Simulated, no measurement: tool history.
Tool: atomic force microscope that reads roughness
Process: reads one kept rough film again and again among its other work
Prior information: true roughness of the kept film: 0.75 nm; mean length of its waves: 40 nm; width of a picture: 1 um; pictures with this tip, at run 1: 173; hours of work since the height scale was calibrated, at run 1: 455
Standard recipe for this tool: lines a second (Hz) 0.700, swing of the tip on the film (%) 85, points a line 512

| run | hour | lines a second (Hz) | swing of the tip on the film (%) | points a line | pictures with this tip | hours of work since the height scale was calibrated | roughness of the kept film (nm (root mean square)) |
|---|---|---|---|---|---|---|---|
| 1 | 0.0 | 0.700 | 85 | 512 | 173 | 455 | 0.684 |
| 2 | 31.9 | 0.700 | 85 | 512 | 218 | 469 | 0.684 |
|  | 66.7 | new tip fitted |
| 3 | 66.7 | 0.700 | 85 | 512 | 0 | 484 | 0.685 |
| 4 | 98.2 | 0.700 | 85 | 368 | 45 | 498 | 0.686 |
| 5 | 139.8 | 0.700 | 85 | 512 | 103 | 516 | 0.685 |
| 6 | 174.2 | 0.576 | 85 | 512 | 152 | 531 | 0.698 |
| 7 | 205.9 | 0.700 | 85 | 512 | 197 | 544 | 0.685 |
|  | 256.9 | new tip fitted |
| 8 | 256.9 | 0.700 | 85 | 512 | 0 | 566 | 0.685 |
| 9 | 284.9 | 0.700 | 85 | 512 | 40 | 578 | 0.686 |
| 10 | 326.7 | 0.889 | 70 | 402 | 98 | 596 | 0.706 |
| 11 | 361.9 | 0.700 | 55 | 491 | 148 | 611 | 0.730 |
| 12 | 384.6 | 0.700 | 55 | 491 | 180 | 621 | 0.730 |
| 13 | 430.8 | 3.734 | 89 | 491 | 245 | 641 | 0.488 |
|  | 445.5 | new tip fitted |
| 14 | 473.4 | 3.734 | 89 | 491 | 40 | 659 | 0.487 |
| 15 | 511.1 | 3.734 | 89 | 491 | 93 | 676 | 0.489 |
| 16 | 540.4 | 3.734 | 89 | 491 | 134 | 688 | 0.487 |

Each row is a separate what-if for the run after 16, all from the same tool condition, not one after another. Results?
| A | 566.7 | 0.700 | 69 | 563 | 171 | 700 | ? |
| B | 566.7 | 2.401 | 57 | 288 | 171 | 700 | ? |
| C | 566.7 | 0.623 | 79 | 677 | 171 | 700 | ? |
| D | 566.7 | 3.734 | 67 | 892 | 171 | 700 | ? |
| E | 566.7 | 1.672 | 72 | 288 | 171 | 700 | ? |

| run | roughness of the kept film (nm (root mean square)) |
|---|---|
| A | 0.716 |
| B | 0.699 |
| C | 0.702 |
| D | 0.636 |
| E | 0.670 |
Stripped of hidden state, with their random variation kept, the same runs would have yielded:
| run | roughness of the kept film (nm (root mean square)) |
|---|---|
| A | 0.717 |
| B | 0.699 |
| C | 0.702 |
| D | 0.637 |
| E | 0.671 |

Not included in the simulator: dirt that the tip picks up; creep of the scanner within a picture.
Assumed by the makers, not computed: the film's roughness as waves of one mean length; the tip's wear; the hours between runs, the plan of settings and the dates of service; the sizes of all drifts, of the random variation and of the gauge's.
